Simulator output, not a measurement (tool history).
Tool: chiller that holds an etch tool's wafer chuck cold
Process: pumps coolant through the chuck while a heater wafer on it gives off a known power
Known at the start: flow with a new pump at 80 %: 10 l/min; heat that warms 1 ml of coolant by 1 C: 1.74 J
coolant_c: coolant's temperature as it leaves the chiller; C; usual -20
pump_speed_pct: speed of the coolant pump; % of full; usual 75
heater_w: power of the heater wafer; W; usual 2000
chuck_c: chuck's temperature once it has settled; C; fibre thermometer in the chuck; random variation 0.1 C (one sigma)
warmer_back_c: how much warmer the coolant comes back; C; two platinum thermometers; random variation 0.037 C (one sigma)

Run 1, hour 0: usual settings. Result: chuck_c 3.2 C, warmer_back_c 7.35 C.
Run 2, hour 35.6: usual settings. Result: chuck_c 3.2 C, warmer_back_c 7.43 C.
Run 3, hour 103.5: usual settings. Result: chuck_c 3.1 C, warmer_back_c 7.44 C.
Run 4, hour 140.1: usual settings but heater_w 1078 W. Result: chuck_c -7.4 C, warmer_back_c 4.04 C.
Run 5, hour 219: usual settings but coolant_c -25 C. Result: chuck_c -1.8 C, warmer_back_c 7.51 C.
Run 6, hour 292.1: usual settings but coolant_c -25 C. Result: chuck_c -1.8 C, warmer_back_c 7.47 C.
Run 7, hour 337.7: usual settings but coolant_c -25 C. Result: chuck_c -1.7 C, warmer_back_c 7.48 C.
Run 8, hour 387.1: usual settings but coolant_c -15 C, pump_speed_pct 95 % of full, heater_w 2640 W. Result: chuck_c 10.2 C, warmer_back_c 7.86 C.
Run 9, hour 471.3: usual settings but coolant_c -27 C, pump_speed_pct 93 % of full, heater_w 2017 W. Result: chuck_c -7.4 C, warmer_back_c 6.15 C.

Run 10 comes next. What will it give?
Run 10, hour 527.3: usual settings but coolant_c -28 C, pump_speed_pct 95 % of full, heater_w 2062 W. Result: chuck_c ?, warmer_back_c ?.

chuck_c: -8.1 C
warmer_back_c: 6.17 C
Without the tool's hidden state the same run would have given chuck_c -10.1 C, warmer_back_c 6.05 C.
